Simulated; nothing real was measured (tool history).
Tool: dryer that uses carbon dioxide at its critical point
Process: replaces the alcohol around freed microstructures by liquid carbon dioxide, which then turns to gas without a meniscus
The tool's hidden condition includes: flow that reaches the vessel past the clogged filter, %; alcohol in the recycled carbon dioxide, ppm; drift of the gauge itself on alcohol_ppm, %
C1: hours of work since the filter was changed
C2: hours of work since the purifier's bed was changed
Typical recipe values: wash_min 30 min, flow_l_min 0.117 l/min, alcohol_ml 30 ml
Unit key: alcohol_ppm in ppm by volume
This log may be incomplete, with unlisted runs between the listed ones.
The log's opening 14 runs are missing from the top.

Run 15, hour 120.7: usual settings but wash_min 36 min, flow_l_min 0.095 l/min; C1 21; C2 254. Result: alcohol_ppm 272 ppm by volume.
Run 16, hour 131: usual settings but flow_l_min 0.185 l/min; C1 25; C2 258. Result: alcohol_ppm 66 ppm by volume.
Run 17, hour 139.5: usual settings but flow_l_min 0.185 l/min; C1 29; C2 262. Result: alcohol_ppm 68 ppm by volume.
Run 18, hour 151.7: usual settings but flow_l_min 0.123 l/min; C1 35; C2 268. Result: alcohol_ppm 211 ppm by volume.
Run 19, hour 162.3: usual settings but wash_min 39 min, alcohol_ml 111 ml; C1 40; C2 273. Result: alcohol_ppm 198 ppm by volume.
Run 20, hour 173: usual settings; C1 44; C2 277. Result: alcohol_ppm 266 ppm by volume.
Run 21, hour 181.3: usual settings but wash_min 36 min, flow_l_min 0.075 l/min; C1 48; C2 281. Result: alcohol_ppm 780 ppm by volume.
Run 22, hour 191.2: usual settings but wash_min 29 min, flow_l_min 0.143 l/min, alcohol_ml 94 ml; C1 53; C2 286. Result: alcohol_ppm 327 ppm by volume.
Run 23, hour 200: usual settings but wash_min 31 min, flow_l_min 0.143 l/min, alcohol_ml 77 ml; C1 57; C2 290. Result: alcohol_ppm 193 ppm by volume.
Run 24, hour 206.3: usual settings but wash_min 21 min, flow_l_min 0.183 l/min, alcohol_ml 55 ml; C1 60; C2 293. Result: alcohol_ppm 333 ppm by volume.
Run 25, hour 214.6: usual settings but wash_min 21 min, flow_l_min 0.183 l/min, alcohol_ml 55 ml; C1 63; C2 296. Result: alcohol_ppm 343 ppm by volume.
Run 26, hour 222.7: usual settings but wash_min 21 min, flow_l_min 0.183 l/min, alcohol_ml 55 ml; C1 67; C2 300. Result: alcohol_ppm 337 ppm by volume.
Run 27, hour 232.1: usual settings but wash_min 21 min, flow_l_min 0.191 l/min, alcohol_ml 22 ml; C1 71; C2 304. Result: alcohol_ppm 149 ppm by volume.
Run 28, hour 243.3: usual settings but wash_min 21 min, flow_l_min 0.191 l/min, alcohol_ml 22 ml; C1 76; C2 309. Result: alcohol_ppm 156 ppm by volume.
Run 29, hour 255.4: usual settings but flow_l_min 0.122 l/min, alcohol_ml 101 ml; C1 82; C2 315. Result: alcohol_ppm 701 ppm by volume.
Run 30, hour 267: usual settings but flow_l_min 0.172 l/min, alcohol_ml 101 ml; C1 87; C2 320. Result: alcohol_ppm 138 ppm by volume.
Run 31, hour 272.5: usual settings but flow_l_min 0.172 l/min, alcohol_ml 101 ml; C1 90; C2 323. Result: alcohol_ppm 126 ppm by volume.

3 ways to go on from here, each from the tool as it stands after run 31. What would each give?
Run A, hour 285.1: usual settings but wash_min 34 min, flow_l_min 0.172 l/min, alcohol_ml 101 ml; C1 95; C2 328. Result: alcohol_ppm ?.
Run B, hour 285.1: usual settings but wash_min 32 min, alcohol_ml 21 ml; C1 95; C2 328. Result: alcohol_ppm ?.
Run C, hour 285.1: usual settings but flow_l_min 0.172 l/min, alcohol_ml 23 ml; C1 95; C2 328. Result: alcohol_ppm ?.

run  alcohol_ppm
  A          100
  B          182
  C           86
The same runs, with their run-to-run variation unchanged, on a tool lacking any hidden condition would have given:
run  alcohol_ppm
  A           27
  B           88
  C           17

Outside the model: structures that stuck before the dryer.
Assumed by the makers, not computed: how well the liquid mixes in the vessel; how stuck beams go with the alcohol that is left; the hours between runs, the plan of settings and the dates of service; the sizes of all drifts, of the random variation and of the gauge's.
